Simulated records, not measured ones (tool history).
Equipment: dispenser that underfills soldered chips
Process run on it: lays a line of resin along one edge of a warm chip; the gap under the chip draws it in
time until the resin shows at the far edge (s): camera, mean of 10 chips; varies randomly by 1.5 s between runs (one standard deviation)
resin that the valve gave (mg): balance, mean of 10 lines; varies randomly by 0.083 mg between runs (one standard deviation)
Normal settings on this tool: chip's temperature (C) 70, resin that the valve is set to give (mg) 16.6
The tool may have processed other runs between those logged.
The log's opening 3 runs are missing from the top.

| run | hour | chip's temperature (C) | resin that the valve is set to give (mg) | hours of work since the syringe was changed | hours of work since the valve was cleaned | hours of work since the stage was calibrated | time until the resin shows at the far edge (s) | resin that the valve gave (mg) |
|---|---|---|---|---|---|---|---|---|
|  | 9 | new syringe of resin |
| 4 | 11.4 | 74 | 16.6 | 2 | 39 | 125 | 133 | 16.11 |
| 5 | 16.2 | 56 | 16.6 | 5 | 42 | 128 | 360.3 | 16.01 |
|  | 19.8 | new syringe of resin |
| 6 | 21.1 | 56 | 20 | 1 | 45 | 131 | 306.1 | 19.35 |
| 7 | 23.5 | 56 | 20 | 2 | 47 | 133 | 323.2 | 19.24 |
| 8 | 25.9 | 72 | 16.6 | 4 | 48 | 134 | 164.9 | 16.07 |
| 9 | 28.2 | 72 | 16.6 | 5 | 50 | 136 | 171.5 | 16.01 |
|  | 30.6 | new syringe of resin |
| 10 | 32.9 | 72 | 16.6 | 1 | 53 | 139 | 148 | 15.98 |
| 11 | 37.5 | 70 | 16.6 | 4 | 56 | 141 | 179.7 | 15.89 |
|  | 41.3 | new syringe of resin |
| 12 | 42.6 | 70 | 16.6 | 1 | 59 | 145 | 157.3 | 16.04 |
| 13 | 44.9 | 70 | 16.6 | 2 | 60 | 146 | 163.6 | 15.94 |
| 14 | 48 | 70 | 16.6 | 4 | 62 | 148 | 181.1 | 16.05 |
|  | 52.2 | new syringe of resin |
| 15 | 52.9 | 70 | 16.6 | 0 | 65 | 151 | 157.8 | 15.83 |
| 16 | 56.3 | 70 | 16.6 | 3 | 67 | 153 | 174.2 | 15.96 |
| 17 | 60.7 | 70 | 16.6 | 5 | 70 | 156 | 191.8 | 15.72 |
|  | 62.9 | new syringe of resin |
| 18 | 63.9 | 70 | 16.6 | 1 | 72 | 158 | 158.9 | 15.72 |
| 19 | 68.6 | 63 | 18.7 | 4 | 75 | 161 | 248.1 | 17.86 |

Forecast run 20:
| 20 | 72.1 | 70 | 16.2 | 6 | 77 | 163 | ? | ? |

Run 20 yielded time until the resin shows at the far edge (s) 195.2, resin that the valve gave (mg) 15.31.
If the tool had no hidden condition, the same run with the same run-to-run variation would have returned time until the resin shows at the far edge (s) 147.4, resin that the valve gave (mg) 16.18.
